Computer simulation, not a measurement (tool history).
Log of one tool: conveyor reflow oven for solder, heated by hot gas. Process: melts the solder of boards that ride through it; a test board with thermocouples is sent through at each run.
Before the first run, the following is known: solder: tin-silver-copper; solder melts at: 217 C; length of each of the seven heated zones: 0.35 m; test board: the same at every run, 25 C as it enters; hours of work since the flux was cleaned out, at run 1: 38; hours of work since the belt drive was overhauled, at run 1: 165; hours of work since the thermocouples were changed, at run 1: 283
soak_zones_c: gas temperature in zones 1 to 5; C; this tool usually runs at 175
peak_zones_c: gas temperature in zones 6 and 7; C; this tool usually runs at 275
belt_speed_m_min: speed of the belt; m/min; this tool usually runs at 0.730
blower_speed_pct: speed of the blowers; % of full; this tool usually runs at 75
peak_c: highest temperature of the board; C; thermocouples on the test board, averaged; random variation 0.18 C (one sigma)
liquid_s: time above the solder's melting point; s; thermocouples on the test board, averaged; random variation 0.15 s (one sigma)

| run | hour | soak_zones_c | peak_zones_c | belt_speed_m_min | blower_speed_pct | hours of work since the flux was cleaned out | hours of work since the belt drive was overhauled | hours of work since the thermocouples were changed | peak_c | liquid_s |
|---|---|---|---|---|---|---|---|---|---|---|
| 1 | 0.0 | 175 | 275 | 0.730 | 75 | 38 | 165 | 283 | 255.5 | 44.4 |
| 2 | 10.4 | 175 | 275 | 0.730 | 75 | 44 | 171 | 289 | 255.2 | 44.3 |
| 3 | 27.3 | 175 | 275 | 0.730 | 75 | 53 | 180 | 299 | 255.1 | 44.6 |
| 4 | 46.2 | 175 | 275 | 0.730 | 75 | 64 | 191 | 309 | 255.0 | 44.6 |
| 5 | 55.4 | 175 | 275 | 0.730 | 75 | 69 | 196 | 315 | 254.8 | 44.2 |
| 6 | 74.5 | 175 | 287 | 0.730 | 75 | 80 | 207 | 325 | 265.2 | 48.8 |
| 7 | 95.7 | 175 | 275 | 0.730 | 75 | 92 | 219 | 337 | 254.9 | 44.2 |
| 8 | 107.0 | 175 | 275 | 0.730 | 75 | 98 | 225 | 344 | 254.9 | 44.4 |
| 9 | 122.1 | 175 | 275 | 0.730 | 75 | 106 | 234 | 352 | 255.0 | 44.4 |
| 10 | 138.1 | 175 | 275 | 0.730 | 75 | 116 | 243 | 361 | 254.5 | 44.0 |
| 11 | 148.7 | 175 | 275 | 0.816 | 75 | 121 | 249 | 367 | 250.4 | 36.6 |
| 12 | 161.3 | 175 | 275 | 0.816 | 75 | 129 | 256 | 374 | 250.5 | 36.9 |
| 13 | 182.3 | 168 | 275 | 0.816 | 75 | 140 | 267 | 386 | 248.7 | 34.0 |
| 14 | 195.6 | 168 | 275 | 0.816 | 75 | 148 | 275 | 393 | 248.5 | 34.1 |
| 15 | 218.1 | 168 | 275 | 0.816 | 75 | 161 | 288 | 406 | 248.7 | 34.0 |
| 16 | 239.8 | 186 | 275 | 0.685 | 58 | 173 | 300 | 418 | 253.6 | 50.0 |
|  | 246.0 | flux residue cleaned out of gas plates and filters |
| 17 | 265.2 | 175 | 270 | 0.730 | 88 | 11 | 311 | 430 | 251.9 | 43.2 |
| 18 | 278.0 | 175 | 270 | 0.730 | 88 | 18 | 319 | 437 | 251.4 | 42.6 |
| 19 | 287.5 | 175 | 270 | 0.730 | 88 | 23 | 324 | 442 | 251.7 | 43.1 |
| 20 | 303.6 | 175 | 280 | 0.730 | 53 | 32 | 333 | 451 | 249.5 | 39.8 |

What does the tool deliver on the next run?
| 21 | 319.8 | 185 | 266 | 0.622 | 65 | 42 | 342 | 461 | ? | ? |

Run 21 gave peak_c 250.0 C, liquid_s 53.1 s.
Minus the tool's unlogged condition, the same run would have read peak_c 253.1 C, liquid_s 54.9 s.
